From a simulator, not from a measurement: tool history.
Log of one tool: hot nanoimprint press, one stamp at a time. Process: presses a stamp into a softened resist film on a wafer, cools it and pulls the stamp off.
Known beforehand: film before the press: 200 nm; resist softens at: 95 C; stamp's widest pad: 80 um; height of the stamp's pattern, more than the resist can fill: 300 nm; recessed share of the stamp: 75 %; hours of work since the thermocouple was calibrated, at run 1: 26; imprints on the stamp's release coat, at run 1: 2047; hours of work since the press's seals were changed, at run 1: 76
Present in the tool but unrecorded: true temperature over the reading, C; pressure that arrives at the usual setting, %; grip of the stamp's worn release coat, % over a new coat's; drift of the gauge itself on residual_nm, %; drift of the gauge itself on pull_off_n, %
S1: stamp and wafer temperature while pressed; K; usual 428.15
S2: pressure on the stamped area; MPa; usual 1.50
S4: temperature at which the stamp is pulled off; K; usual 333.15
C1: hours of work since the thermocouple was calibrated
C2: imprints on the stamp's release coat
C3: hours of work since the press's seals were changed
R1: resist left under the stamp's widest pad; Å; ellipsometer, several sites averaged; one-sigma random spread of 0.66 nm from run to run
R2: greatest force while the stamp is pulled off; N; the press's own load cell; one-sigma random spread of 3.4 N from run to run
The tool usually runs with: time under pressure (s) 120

run 1 hour=0.0 | S1=428.15 S2=1.50 time_under_pressure_(s)=120 S4=333.15 | C1=26 C2=2047 C3=76 | R1=740 R2=215
run 2 hour=38.6 | S1=428.15 S2=1.50 time_under_pressure_(s)=120 S4=333.15 | C1=46 C2=2107 C3=96 | R1=737 R2=214
-- hour=71.7 stamp cleaned and given a new release coat
run 3 hour=78.2 | S1=431.15 S2=1.50 time_under_pressure_(s)=120 S4=333.15 | C1=63 C2=10 C3=113 | R1=624 R2=164
run 4 hour=103.2 | S1=431.15 S2=1.50 time_under_pressure_(s)=131 S4=333.15 | C1=76 C2=49 C3=126 | R1=604 R2=165
run 5 hour=136.9 | S1=431.15 S2=1.50 time_under_pressure_(s)=131 S4=333.15 | C1=93 C2=102 C3=144 | R1=614 R2=170
run 6 hour=169.9 | S1=432.15 S2=1.50 time_under_pressure_(s)=120 S4=333.15 | C1=110 C2=153 C3=161 | R1=604 R2=167
run 7 hour=198.8 | S1=428.15 S2=1.50 time_under_pressure_(s)=120 S4=333.15 | C1=125 C2=198 C3=175 | R1=765 R2=170
run 8 hour=218.2 | S1=428.15 S2=1.50 time_under_pressure_(s)=120 S4=333.15 | C1=135 C2=228 C3=186 | R1=759 R2=169
run 9 hour=237.6 | S1=428.15 S2=1.50 time_under_pressure_(s)=120 S4=333.15 | C1=145 C2=258 C3=196 | R1=766 R2=176
run 10 hour=258.0 | S1=428.15 S2=1.50 time_under_pressure_(s)=120 S4=333.15 | C1=156 C2=290 C3=206 | R1=770 R2=175
run 11 hour=278.6 | S1=430.15 S2=1.50 time_under_pressure_(s)=120 S4=333.15 | C1=167 C2=322 C3=217 | R1=682 R2=177
run 12 hour=317.1 | S1=428.15 S2=1.50 time_under_pressure_(s)=120 S4=333.15 | C1=187 C2=382 C3=237 | R1=770 R2=173
run 13 hour=335.5 | S1=428.15 S2=1.50 time_under_pressure_(s)=120 S4=333.15 | C1=196 C2=411 C3=246 | R1=770 R2=171
run 14 hour=375.0 | S1=428.15 S2=1.50 time_under_pressure_(s)=120 S4=333.15 | C1=216 C2=472 C3=267 | R1=790 R2=173
run 15 hour=402.0 | S1=428.15 S2=1.50 time_under_pressure_(s)=120 S4=333.15 | C1=230 C2=514 C3=281 | R1=785 R2=176
run 16 hour=440.7 | S1=428.15 S2=1.50 time_under_pressure_(s)=74 S4=333.15 | C1=250 C2=575 C3=301 | R1=933 R2=180
run 17 hour=461.9 | S1=428.15 S2=1.55 time_under_pressure_(s)=200 S4=319.15 | C1=261 C2=608 C3=312 | R1=652 R2=195
-- hour=477.5 plate thermocouple calibrated
run 18 hour=488.9 | S1=433.15 S2=1.77 time_under_pressure_(s)=120 S4=333.15 | C1=6 C2=645 C3=324 | R1=561 R2=180
run 19 hour=515.3 | S1=428.15 S2=2.08 time_under_pressure_(s)=120 S4=335.15 | C1=20 C2=686 C3=338 | R1=692 R2=181
run 20 hour=549.8 | S1=428.15 S2=2.08 time_under_pressure_(s)=120 S4=335.15 | C1=37 C2=740 C3=355 | R1=688 R2=182
-- hour=584.9 plate thermocouple calibrated, once more
run 21 hour=592.4 | S1=428.15 S2=2.08 time_under_pressure_(s)=120 S4=335.15 | C1=4 C2=801 C3=376 | R1=615 R2=179
run 22 hour=617.7 | S1=428.15 S2=2.08 time_under_pressure_(s)=120 S4=335.15 | C1=17 C2=841 C3=389 | R1=620 R2=182
run 23 hour=638.8 | S1=439.15 S2=1.50 time_under_pressure_(s)=120 S4=333.15 | C1=28 C2=874 C3=400 | R1=406 R2=179
run 24 hour=662.2 | S1=428.15 S2=2.08 time_under_pressure_(s)=120 S4=323.15 | C1=40 C2=910 C3=412 | R1=618 R2=193
run 25 hour=687.5 | S1=428.15 S2=2.08 time_under_pressure_(s)=120 S4=323.15 | C1=53 C2=950 C3=425 | R1=617 R2=195
run 26 hour=714.1 | S1=424.15 S2=1.25 time_under_pressure_(s)=142 S4=318.15 | C1=67 C2=991 C3=439 | R1=982 R2=210
run 27 hour=748.5 | S1=428.15 S2=1.50 time_under_pressure_(s)=120 S4=321.15 | C1=85 C2=1044 C3=457 | R1=764 R2=205
run 28 hour=784.7 | S1=417.15 S2=1.47 time_under_pressure_(s)=209 S4=333.15 | C1=103 C2=1101 C3=475 | R1=1244 R2=188
run 29 hour=810.5 | S1=417.15 S2=1.47 time_under_pressure_(s)=209 S4=333.15 | C1=117 C2=1141 C3=489 | R1=1218 R2=185
run 30 hour=832.4 | S1=428.15 S2=1.50 time_under_pressure_(s)=237 S4=333.15 | C1=128 C2=1175 C3=500 | R1=593 R2=192

Consider 4 possible next runs. They are alternatives, not a sequence: every one starts from the tool as it was left by run 30. What does each give?
run A hour=850.7 | S1=428.15 S2=1.50 time_under_pressure_(s)=174 S4=338.15 | C1=137 C2=1203 C3=509 | R1=? R2=?
run B hour=850.7 | S1=433.15 S2=1.50 time_under_pressure_(s)=120 S4=322.15 | C1=137 C2=1203 C3=509 | R1=? R2=?
run C hour=850.7 | S1=418.15 S2=1.50 time_under_pressure_(s)=120 S4=333.15 | C1=137 C2=1203 C3=509 | R1=? R2=?
run D hour=850.7 | S1=428.15 S2=2.09 time_under_pressure_(s)=120 S4=332.15 | C1=137 C2=1203 C3=509 | R1=? R2=?

run=A R1=673 R2=183
run=B R1=574 R2=205
run=C R1=1349 R2=189
run=D R1=650 R2=190
With no hidden state in the tool, these same runs would have given:
run=A R1=629 R2=157
run=B R1=537 R2=176
run=C R1=1276 R2=162
run=D R1=601 R2=163
